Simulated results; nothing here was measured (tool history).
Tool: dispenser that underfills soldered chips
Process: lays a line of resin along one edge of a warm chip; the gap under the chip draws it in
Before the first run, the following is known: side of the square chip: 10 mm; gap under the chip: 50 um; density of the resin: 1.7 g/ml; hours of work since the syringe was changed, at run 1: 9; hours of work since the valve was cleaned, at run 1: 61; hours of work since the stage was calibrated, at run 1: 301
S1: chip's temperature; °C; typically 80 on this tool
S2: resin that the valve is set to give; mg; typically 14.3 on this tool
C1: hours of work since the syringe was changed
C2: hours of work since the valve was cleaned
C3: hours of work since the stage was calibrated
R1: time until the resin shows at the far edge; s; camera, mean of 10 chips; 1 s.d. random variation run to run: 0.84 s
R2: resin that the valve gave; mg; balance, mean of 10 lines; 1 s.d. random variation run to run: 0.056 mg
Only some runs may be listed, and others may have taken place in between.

run   hour  S1    S2  C1   C2   C3     R1     R2
  1      0  80  14.3   9   61  301  183.9  13.79
       4.1  -- new syringe of resin
  2   10.1  80  16.9   4   67  307  118.3  16.08
  3   19.4  80  16.9  11   74  314  204.7  16.09
        22  -- new syringe of resin
  4     27  80  16.9   3   79  319  113.4  15.99
        40  -- new syringe of resin
  5   42.4  80  14.1   2   89  329   99.4  13.27
      57.1  -- new syringe of resin
  6   58.1  80  14.1   1  100  340   91.7  13.17
  7   67.4  80  15.4   7  106  346  155.8  14.31
      74.7  -- new syringe of resin
      81.3  -- dispensing valve cleaned and set on the balance
  8   82.8  80  15.4   5    1  356    131  15.32
  9   90.3  80  14.3  10    6  361  201.3  14.22
        93  -- new syringe of resin
 10  106.2  80  14.3   9   17  372  191.1  14.07
     110.2  -- new syringe of resin
 11  113.2  80  14.3   2   22  377  102.2  14.14
     127.6  -- new syringe of resin
 12  127.7  80  14.3   0   31  386   86.8   13.9

The next listed run, before its measurement:
 13   137  72  17.7   6  38  393   ?   ?

Run 13 gave R1 206.8 s, R2 17.17 mg.
Take away the tool's hidden state, keep the run-to-run variation as it was, and the same run would have given R1 107.6 s, R2 17.62 mg.
